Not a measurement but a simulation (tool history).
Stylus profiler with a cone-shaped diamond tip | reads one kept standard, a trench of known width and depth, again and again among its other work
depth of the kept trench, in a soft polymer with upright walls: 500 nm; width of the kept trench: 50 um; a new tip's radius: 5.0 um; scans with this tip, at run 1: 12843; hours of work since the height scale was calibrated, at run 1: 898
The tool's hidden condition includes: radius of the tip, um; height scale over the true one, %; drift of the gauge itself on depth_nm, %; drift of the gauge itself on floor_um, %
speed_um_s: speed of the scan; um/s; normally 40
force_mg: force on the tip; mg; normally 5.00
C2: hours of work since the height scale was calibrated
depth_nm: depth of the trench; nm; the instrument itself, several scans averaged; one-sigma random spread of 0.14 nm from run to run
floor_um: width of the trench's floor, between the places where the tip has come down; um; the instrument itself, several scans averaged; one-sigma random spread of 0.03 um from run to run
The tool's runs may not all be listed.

{"run": 1, "hour": 0.0, "speed_um_s": 40, "force_mg": 5.0, "scans with this tip": 12843, "C2": 898, "depth_nm": 505.8, "floor_um": 45.53}
{"run": 2, "hour": 53.2, "speed_um_s": 40, "force_mg": 5.0, "scans with this tip": 13172, "C2": 921, "depth_nm": 505.6, "floor_um": 45.5}
{"run": 3, "hour": 80.5, "speed_um_s": 40, "force_mg": 5.0, "scans with this tip": 13342, "C2": 933, "depth_nm": 505.75, "floor_um": 45.57}
{"run": 4, "hour": 134.6, "speed_um_s": 40, "force_mg": 10.3, "scans with this tip": 13677, "C2": 957, "depth_nm": 509.17, "floor_um": 45.53}
{"run": 5, "hour": 178.7, "speed_um_s": 40, "force_mg": 6.16, "scans with this tip": 13950, "C2": 976, "depth_nm": 506.45, "floor_um": 45.52}
{"run": 6, "hour": 219.5, "speed_um_s": 40, "force_mg": 6.16, "scans with this tip": 14203, "C2": 993, "depth_nm": 506.71, "floor_um": 45.5}
{"run": 7, "hour": 254.0, "speed_um_s": 40, "force_mg": 6.16, "scans with this tip": 14417, "C2": 1008, "depth_nm": 506.69, "floor_um": 45.58}
{"run": 8, "hour": 302.7, "speed_um_s": 15, "force_mg": 5.0, "scans with this tip": 14719, "C2": 1029, "depth_nm": 505.45, "floor_um": 45.55}
{"run": 9, "hour": 364.1, "speed_um_s": 15, "force_mg": 5.0, "scans with this tip": 15099, "C2": 1056, "depth_nm": 505.62, "floor_um": 45.58}
{"run": 10, "hour": 405.9, "speed_um_s": 40, "force_mg": 9.03, "scans with this tip": 15358, "C2": 1074, "depth_nm": 508.58, "floor_um": 45.54}
{"run": 11, "hour": 431.9, "speed_um_s": 40, "force_mg": 5.0, "scans with this tip": 15520, "C2": 1085, "depth_nm": 505.57, "floor_um": 45.51}
{"run": 12, "hour": 482.4, "speed_um_s": 40, "force_mg": 5.0, "scans with this tip": 15832, "C2": 1107, "depth_nm": 505.57, "floor_um": 45.5}
{"run": 13, "hour": 514.4, "speed_um_s": 40, "force_mg": 5.0, "scans with this tip": 16031, "C2": 1121, "depth_nm": 505.66, "floor_um": 45.49}
{"run": 14, "hour": 552.8, "speed_um_s": 40, "force_mg": 11.56, "scans with this tip": 16269, "C2": 1138, "depth_nm": 509.83, "floor_um": 45.55}
{"run": 15, "hour": 588.1, "speed_um_s": 40, "force_mg": 11.56, "scans with this tip": 16487, "C2": 1153, "depth_nm": 509.89, "floor_um": 45.51}
{"run": 16, "hour": 649.6, "speed_um_s": 40, "force_mg": 11.56, "scans with this tip": 16868, "C2": 1180, "depth_nm": 509.98, "floor_um": 45.58}
{"run": 17, "hour": 693.2, "speed_um_s": 40, "force_mg": 11.56, "scans with this tip": 17139, "C2": 1199, "depth_nm": 509.98, "floor_um": 45.59}
{"run": 18, "hour": 721.4, "speed_um_s": 10, "force_mg": 11.56, "scans with this tip": 17313, "C2": 1211, "depth_nm": 510.03, "floor_um": 45.54}
{"run": 19, "hour": 751.1, "speed_um_s": 40, "force_mg": 9.45, "scans with this tip": 17498, "C2": 1224, "depth_nm": 508.76, "floor_um": 45.59}
{"run": 20, "hour": 808.4, "speed_um_s": 23, "force_mg": 5.0, "scans with this tip": 17852, "C2": 1249, "depth_nm": 505.87, "floor_um": 45.55}
{"run": 21, "hour": 859.8, "speed_um_s": 23, "force_mg": 2.79, "scans with this tip": 18171, "C2": 1271, "depth_nm": 503.87, "floor_um": 45.56}
{"run": 22, "hour": 912.9, "speed_um_s": 23, "force_mg": 2.79, "scans with this tip": 18500, "C2": 1294, "depth_nm": 504.06, "floor_um": 45.56}
{"hour": 928.0, "done": "height scale calibrated on a step standard"}
{"run": 23, "hour": 956.1, "speed_um_s": 40, "force_mg": 5.0, "scans with this tip": 18765, "C2": 12, "depth_nm": 505.79, "floor_um": 45.5}
{"run": 24, "hour": 988.7, "speed_um_s": 40, "force_mg": 6.87, "scans with this tip": 18967, "C2": 26, "depth_nm": 506.96, "floor_um": 45.51}
{"run": 25, "hour": 1033.6, "speed_um_s": 12, "force_mg": 4.67, "scans with this tip": 19245, "C2": 46, "depth_nm": 505.42, "floor_um": 45.6}
{"run": 26, "hour": 1091.9, "speed_um_s": 40, "force_mg": 2.29, "scans with this tip": 19607, "C2": 71, "depth_nm": 503.57, "floor_um": 45.43}
{"run": 27, "hour": 1147.1, "speed_um_s": 45, "force_mg": 10.96, "scans with this tip": 19949, "C2": 95, "depth_nm": 509.62, "floor_um": 45.5}
{"run": 28, "hour": 1190.9, "speed_um_s": 104, "force_mg": 5.56, "scans with this tip": 20220, "C2": 114, "depth_nm": 505.92, "floor_um": 45.3}
{"run": 29, "hour": 1241.8, "speed_um_s": 116, "force_mg": 3.22, "scans with this tip": 20536, "C2": 136, "depth_nm": 504.43, "floor_um": 45.2}
{"run": 30, "hour": 1268.5, "speed_um_s": 118, "force_mg": 7.39, "scans with this tip": 20701, "C2": 148, "depth_nm": 507.15, "floor_um": 45.35}
{"run": 31, "hour": 1296.2, "speed_um_s": 76, "force_mg": 8.25, "scans with this tip": 20872, "C2": 160, "depth_nm": 507.9, "floor_um": 45.46}
{"run": 32, "hour": 1335.9, "speed_um_s": 59, "force_mg": 14.66, "scans with this tip": 21118, "C2": 177, "depth_nm": 511.72, "floor_um": 45.53}
{"run": 33, "hour": 1391.8, "speed_um_s": 135, "force_mg": 6.44, "scans with this tip": 21465, "C2": 201, "depth_nm": 506.72, "floor_um": 45.22}
{"run": 34, "hour": 1453.7, "speed_um_s": 135, "force_mg": 6.44, "scans with this tip": 21848, "C2": 228, "depth_nm": 506.64, "floor_um": 45.29}
{"run": 35, "hour": 1484.0, "speed_um_s": 135, "force_mg": 6.44, "scans with this tip": 22036, "C2": 241, "depth_nm": 506.84, "floor_um": 45.26}
{"run": 36, "hour": 1520.3, "speed_um_s": 65, "force_mg": 1.95, "scans with this tip": 22261, "C2": 257, "depth_nm": 502.89, "floor_um": 45.28}
{"run": 37, "hour": 1549.9, "speed_um_s": 65, "force_mg": 1.95, "scans with this tip": 22445, "C2": 270, "depth_nm": 502.99, "floor_um": 45.28}
{"run": 38, "hour": 1582.8, "speed_um_s": 23, "force_mg": 2.7, "scans with this tip": 22649, "C2": 284, "depth_nm": 503.98, "floor_um": 45.53}
{"hour": 1616.2, "done": "new tip fitted, height scale calibrated"}
{"run": 39, "hour": 1646.1, "speed_um_s": 137, "force_mg": 4.46, "scans with this tip": 185, "C2": 13, "depth_nm": 505.4, "floor_um": 45.2}
{"run": 40, "hour": 1674.7, "speed_um_s": 140, "force_mg": 2.31, "scans with this tip": 362, "C2": 25, "depth_nm": 503.22, "floor_um": 45.1}
{"run": 41, "hour": 1733.4, "speed_um_s": 41, "force_mg": 3.12, "scans with this tip": 726, "C2": 51, "depth_nm": 504.05, "floor_um": 45.49}
{"run": 42, "hour": 1759.6, "speed_um_s": 111, "force_mg": 12.89, "scans with this tip": 889, "C2": 62, "depth_nm": 510.74, "floor_um": 45.44}
{"run": 43, "hour": 1822.0, "speed_um_s": 40, "force_mg": 6.75, "scans with this tip": 1275, "C2": 89, "depth_nm": 506.99, "floor_um": 45.59}
{"run": 44, "hour": 1851.4, "speed_um_s": 22, "force_mg": 2.1, "scans with this tip": 1458, "C2": 102, "depth_nm": 503.01, "floor_um": 45.57}
{"run": 45, "hour": 1886.2, "speed_um_s": 22, "force_mg": 2.1, "scans with this tip": 1673, "C2": 117, "depth_nm": 502.98, "floor_um": 45.57}

5 options for the next run, each taken on its own from the tool as it stands now. Forecast them:
{"run": "A", "hour": 1917.2, "speed_um_s": 60, "force_mg": 2.33, "scans with this tip": 1866, "C2": 130, "depth_nm": "?", "floor_um": "?"}
{"run": "B", "hour": 1917.2, "speed_um_s": 57, "force_mg": 2.1, "scans with this tip": 1866, "C2": 130, "depth_nm": "?", "floor_um": "?"}
{"run": "C", "hour": 1917.2, "speed_um_s": 79, "force_mg": 3.93, "scans with this tip": 1866, "C2": 130, "depth_nm": "?", "floor_um": "?"}
{"run": "D", "hour": 1917.2, "speed_um_s": 131, "force_mg": 3.05, "scans with this tip": 1866, "C2": 130, "depth_nm": "?", "floor_um": "?"}
{"run": "E", "hour": 1917.2, "speed_um_s": 11, "force_mg": 14.78, "scans with this tip": 1866, "C2": 130, "depth_nm": "?", "floor_um": "?"}

run=A depth_nm=503.52 floor_um=45.37
run=B depth_nm=503.26 floor_um=45.46
run=C depth_nm=504.79 floor_um=45.39
run=D depth_nm=504.30 floor_um=45.16
run=E depth_nm=511.50 floor_um=45.61
Stripped of hidden state, with their random variation kept, the same runs would have yielded:
run=A depth_nm=503.51 floor_um=45.37
run=B depth_nm=503.25 floor_um=45.47
run=C depth_nm=504.79 floor_um=45.39
run=D depth_nm=504.30 floor_um=45.17
run=E depth_nm=511.50 floor_um=45.62
